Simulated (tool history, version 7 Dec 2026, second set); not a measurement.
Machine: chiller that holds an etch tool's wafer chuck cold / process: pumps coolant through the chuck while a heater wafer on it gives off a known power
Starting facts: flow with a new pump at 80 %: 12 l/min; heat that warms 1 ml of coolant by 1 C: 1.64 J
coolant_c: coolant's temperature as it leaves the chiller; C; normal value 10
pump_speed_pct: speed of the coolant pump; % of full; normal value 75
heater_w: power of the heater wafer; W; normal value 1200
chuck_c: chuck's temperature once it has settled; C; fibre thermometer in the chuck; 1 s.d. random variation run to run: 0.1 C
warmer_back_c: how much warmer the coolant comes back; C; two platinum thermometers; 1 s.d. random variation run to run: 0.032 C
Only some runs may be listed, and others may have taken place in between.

| run | hour | coolant_c | pump_speed_pct | heater_w | chuck_c | warmer_back_c |
|---|---|---|---|---|---|---|
| 1 | 0 | 10 | 75 | 1200 | 21.7 | 4.14 |
| 2 | 100 | 10 | 75 | 1200 | 21.8 | 4.12 |
| 3 | 201.6 | 10 | 85 | 1200 | 20.6 | 3.58 |
|  | 241.9 | coolant changed, channels flushed |
| 4 | 275.3 | 10 | 85 | 1200 | 19.3 | 3.68 |
| 5 | 320.7 | 10 | 75 | 1200 | 20.5 | 4.18 |
| 6 | 414.6 | 10 | 75 | 916 | 18 | 3.25 |
| 7 | 480.7 | 10 | 75 | 916 | 18.1 | 3.23 |
| 8 | 531.2 | 10 | 75 | 916 | 18.1 | 3.2 |
| 9 | 585.8 | 10 | 75 | 916 | 18.1 | 3.18 |
| 10 | 656.8 | 14 | 75 | 1200 | 24.7 | 4.21 |
| 11 | 752 | 19 | 75 | 1200 | 29.7 | 4.18 |
| 12 | 854.3 | 19 | 75 | 1200 | 29.8 | 4.26 |
| 13 | 931.8 | 19 | 75 | 1200 | 29.7 | 4.21 |
| 14 | 1004.3 | 19 | 75 | 1200 | 29.9 | 4.25 |
| 15 | 1081.8 | 19 | 75 | 728 | 25.4 | 2.6 |
| 16 | 1162.7 | 0 | 75 | 728 | 6.6 | 2.57 |

Forecast run 17:
| 17 | 1216 | 0 | 63 | 728 | ? | ? |

Logged for run 17: chuck_c 7.9 C, warmer_back_c 3.11 C.
Had the tool carried no hidden state, the very same run would have given chuck_c 7.3 C, warmer_back_c 2.87 C.

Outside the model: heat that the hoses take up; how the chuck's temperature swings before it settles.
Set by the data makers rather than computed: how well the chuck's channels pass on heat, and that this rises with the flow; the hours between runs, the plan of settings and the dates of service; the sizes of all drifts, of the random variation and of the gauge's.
